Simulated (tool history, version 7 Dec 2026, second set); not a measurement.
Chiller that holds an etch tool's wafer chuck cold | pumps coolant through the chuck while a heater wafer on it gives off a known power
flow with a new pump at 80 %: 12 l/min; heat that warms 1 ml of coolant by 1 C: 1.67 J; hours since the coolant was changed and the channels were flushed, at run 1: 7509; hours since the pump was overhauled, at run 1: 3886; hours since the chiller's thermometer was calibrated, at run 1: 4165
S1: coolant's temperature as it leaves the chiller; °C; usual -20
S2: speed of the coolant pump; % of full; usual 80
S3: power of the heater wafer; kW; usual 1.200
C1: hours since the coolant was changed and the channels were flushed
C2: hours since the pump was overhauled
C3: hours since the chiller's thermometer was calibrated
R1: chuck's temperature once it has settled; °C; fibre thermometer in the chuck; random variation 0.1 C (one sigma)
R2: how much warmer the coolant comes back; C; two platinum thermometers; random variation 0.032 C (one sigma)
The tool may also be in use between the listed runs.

run 1 hour=0.0 | S1=-20 S2=80 S3=1.200 | C1=7509 C2=3886 C3=4165 | R1=-10.1 R2=3.59
run 2 hour=168.3 | S1=-20 S2=80 S3=0.769 | C1=7678 C2=4055 C3=4333 | R1=-13.6 R2=2.36
run 3 hour=327.6 | S1=-20 S2=80 S3=0.769 | C1=7837 C2=4214 C3=4493 | R1=-13.7 R2=2.35
run 4 hour=427.6 | S1=-20 S2=80 S3=1.200 | C1=7937 C2=4314 C3=4593 | R1=-10.0 R2=3.64
run 5 hour=548.2 | S1=-20 S2=80 S3=1.200 | C1=8058 C2=4435 C3=4713 | R1=-9.9 R2=3.66
-- hour=640.9 coolant changed, channels flushed
run 6 hour=643.7 | S1=-20 S2=95 S3=1.200 | C1=3 C2=4524 C3=4803 | R1=-11.3 R2=3.06
run 7 hour=789.5 | S1=-20 S2=95 S3=0.612 | C1=149 C2=4670 C3=4949 | R1=-15.6 R2=1.63
run 8 hour=874.7 | S1=-20 S2=95 S3=0.612 | C1=234 C2=4755 C3=5034 | R1=-15.5 R2=1.58
run 9 hour=1002.5 | S1=-20 S2=95 S3=0.612 | C1=362 C2=4883 C3=5162 | R1=-15.6 R2=1.68
run 10 hour=1174.4 | S1=-20 S2=92 S3=0.612 | C1=534 C2=5055 C3=5334 | R1=-15.3 R2=1.70
run 11 hour=1283.5 | S1=-20 S2=80 S3=0.938 | C1=643 C2=5164 C3=5443 | R1=-12.3 R2=2.86
run 12 hour=1482.1 | S1=-20 S2=73 S3=0.614 | C1=841 C2=5362 C3=5641 | R1=-14.3 R2=2.12
-- hour=1569.2 chiller's thermometer calibrated
run 13 hour=1589.3 | S1=-19 S2=80 S3=1.767 | C1=947 C2=5469 C3=20 | R1=-4.4 R2=5.45
run 14 hour=1734.2 | S1=-20 S2=74 S3=0.747 | C1=1092 C2=5614 C3=165 | R1=-13.5 R2=2.52
run 15 hour=1832.9 | S1=-20 S2=80 S3=0.747 | C1=1191 C2=5712 C3=264 | R1=-14.0 R2=2.43
run 16 hour=1999.8 | S1=-18 S2=80 S3=1.287 | C1=1358 C2=5879 C3=431 | R1=-7.2 R2=4.01
run 17 hour=2129.4 | S1=-12 S2=63 S3=1.200 | C1=1488 C2=6009 C3=560 | R1=0.2 R2=4.74
run 18 hour=2252.8 | S1=-12 S2=63 S3=1.200 | C1=1611 C2=6132 C3=684 | R1=0.2 R2=4.79
run 19 hour=2393.5 | S1=-28 S2=74 S3=1.036 | C1=1752 C2=6273 C3=824 | R1=-18.9 R2=3.57

4 ways to go on from here, each from the tool as it stands after run 19. What would each give?
run A hour=2585.8 | S1=-22 S2=80 S3=1.200 | C1=1944 C2=6465 C3=1017 | R1=? R2=?
run B hour=2585.8 | S1=-11 S2=78 S3=1.080 | C1=1944 C2=6465 C3=1017 | R1=? R2=?
run C hour=2585.8 | S1=-15 S2=74 S3=1.036 | C1=1944 C2=6465 C3=1017 | R1=? R2=?
run D hour=2585.8 | S1=-28 S2=74 S3=1.742 | C1=1944 C2=6465 C3=1017 | R1=? R2=?

run=A R1=-12.0 R2=3.80
run=B R1=-1.9 R2=3.50
run=C R1=-5.7 R2=3.54
run=D R1=-12.6 R2=5.76
Without the tool's hidden state the same runs would have given:
run=A R1=-12.0 R2=3.59
run=B R1=-1.9 R2=3.29
run=C R1=-5.7 R2=3.34
run=D R1=-12.6 R2=5.55
